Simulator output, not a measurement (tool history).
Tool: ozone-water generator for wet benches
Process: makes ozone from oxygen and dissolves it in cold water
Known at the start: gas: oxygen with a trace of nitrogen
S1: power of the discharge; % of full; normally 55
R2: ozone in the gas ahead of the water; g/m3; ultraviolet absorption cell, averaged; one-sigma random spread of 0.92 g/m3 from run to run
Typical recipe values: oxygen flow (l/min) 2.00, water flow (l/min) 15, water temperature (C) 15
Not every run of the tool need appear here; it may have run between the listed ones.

{"run": 1, "hour": 0.0, "S1": 55, "oxygen flow (l/min)": 2.0, "water flow (l/min)": 15, "water temperature (C)": 15, "dissolved ozone (ppm)": 11.2, "R2": 154.0}
{"run": 2, "hour": 120.4, "S1": 55, "oxygen flow (l/min)": 2.0, "water flow (l/min)": 15, "water temperature (C)": 15, "dissolved ozone (ppm)": 11.2, "R2": 155.2}
{"run": 3, "hour": 271.3, "S1": 55, "oxygen flow (l/min)": 2.0, "water flow (l/min)": 15, "water temperature (C)": 15, "dissolved ozone (ppm)": 11.3, "R2": 155.7}
{"run": 4, "hour": 377.5, "S1": 55, "oxygen flow (l/min)": 2.0, "water flow (l/min)": 15, "water temperature (C)": 15, "dissolved ozone (ppm)": 11.1, "R2": 155.9}
{"run": 5, "hour": 513.5, "S1": 55, "oxygen flow (l/min)": 2.0, "water flow (l/min)": 15, "water temperature (C)": 15, "dissolved ozone (ppm)": 11.1, "R2": 155.8}
{"run": 6, "hour": 621.5, "S1": 55, "oxygen flow (l/min)": 2.0, "water flow (l/min)": 15, "water temperature (C)": 15, "dissolved ozone (ppm)": 11.3, "R2": 157.6}
{"run": 7, "hour": 685.4, "S1": 55, "oxygen flow (l/min)": 2.0, "water flow (l/min)": 15, "water temperature (C)": 15, "dissolved ozone (ppm)": 11.1, "R2": 157.2}
{"run": 8, "hour": 834.4, "S1": 55, "oxygen flow (l/min)": 2.0, "water flow (l/min)": 15, "water temperature (C)": 15, "dissolved ozone (ppm)": 11.3, "R2": 156.8}
{"hour": 885.3, "done": "water thermometer calibrated"}
{"run": 9, "hour": 975.9, "S1": 55, "oxygen flow (l/min)": 2.0, "water flow (l/min)": 15, "water temperature (C)": 15, "dissolved ozone (ppm)": 11.2, "R2": 157.9}
{"run": 10, "hour": 1127.6, "S1": 55, "oxygen flow (l/min)": 2.0, "water flow (l/min)": 15, "water temperature (C)": 15, "dissolved ozone (ppm)": 10.9, "R2": 157.4}
{"run": 11, "hour": 1201.1, "S1": 55, "oxygen flow (l/min)": 2.0, "water flow (l/min)": 15, "water temperature (C)": 15, "dissolved ozone (ppm)": 11.1, "R2": 157.5}
{"run": 12, "hour": 1300.5, "S1": 77, "oxygen flow (l/min)": 2.0, "water flow (l/min)": 15, "water temperature (C)": 15, "dissolved ozone (ppm)": 14.4, "R2": 203.3}
{"run": 13, "hour": 1378.1, "S1": 77, "oxygen flow (l/min)": 2.0, "water flow (l/min)": 15, "water temperature (C)": 15, "dissolved ozone (ppm)": 14.5, "R2": 202.6}
{"run": 14, "hour": 1513.3, "S1": 95, "oxygen flow (l/min)": 2.0, "water flow (l/min)": 16, "water temperature (C)": 8, "dissolved ozone (ppm)": 16.8, "R2": 242.5}
{"run": 15, "hour": 1652.1, "S1": 95, "oxygen flow (l/min)": 1.06, "water flow (l/min)": 16, "water temperature (C)": 8, "dissolved ozone (ppm)": 14.2, "R2": 336.9}
{"run": 16, "hour": 1792.8, "S1": 95, "oxygen flow (l/min)": 1.17, "water flow (l/min)": 16, "water temperature (C)": 10, "dissolved ozone (ppm)": 14.2, "R2": 324.8}
{"hour": 1866.3, "done": "gauge calibrated"}
{"run": 17, "hour": 1912.8, "S1": 55, "oxygen flow (l/min)": 2.0, "water flow (l/min)": 15, "water temperature (C)": 14, "dissolved ozone (ppm)": 11.2, "R2": 154.1}
{"run": 18, "hour": 2048.6, "S1": 55, "oxygen flow (l/min)": 2.0, "water flow (l/min)": 13, "water temperature (C)": 14, "dissolved ozone (ppm)": 12.7, "R2": 153.0}
{"run": 19, "hour": 2167.4, "S1": 55, "oxygen flow (l/min)": 2.0, "water flow (l/min)": 13, "water temperature (C)": 14, "dissolved ozone (ppm)": 12.7, "R2": 154.8}

3 ways to go on from here, each from the tool as it stands after run 19. What would each give?
{"run": "A", "hour": 2260.0, "S1": 80, "oxygen flow (l/min)": 2.0, "water flow (l/min)": 12, "water temperature (C)": 14, "dissolved ozone (ppm)": "?", "R2": "?"}
{"run": "B", "hour": 2260.0, "S1": 46, "oxygen flow (l/min)": 2.0, "water flow (l/min)": 12, "water temperature (C)": 9, "dissolved ozone (ppm)": "?", "R2": "?"}
{"run": "C", "hour": 2260.0, "S1": 72, "oxygen flow (l/min)": 2.0, "water flow (l/min)": 15, "water temperature (C)": 15, "dissolved ozone (ppm)": "?", "R2": "?"}

run=A dissolved_ozone_(ppm)=18.4 R2=208.5
run=B dissolved_ozone_(ppm)=12.5 R2=135.6
run=C dissolved_ozone_(ppm)=13.7 R2=190.5
Take away the tool's hidden state, keep each run's random variation, and the runs would have read:
run=A dissolved_ozone_(ppm)=18.5 R2=207.7
run=B dissolved_ozone_(ppm)=12.5 R2=135.0
run=C dissolved_ozone_(ppm)=13.8 R2=189.7

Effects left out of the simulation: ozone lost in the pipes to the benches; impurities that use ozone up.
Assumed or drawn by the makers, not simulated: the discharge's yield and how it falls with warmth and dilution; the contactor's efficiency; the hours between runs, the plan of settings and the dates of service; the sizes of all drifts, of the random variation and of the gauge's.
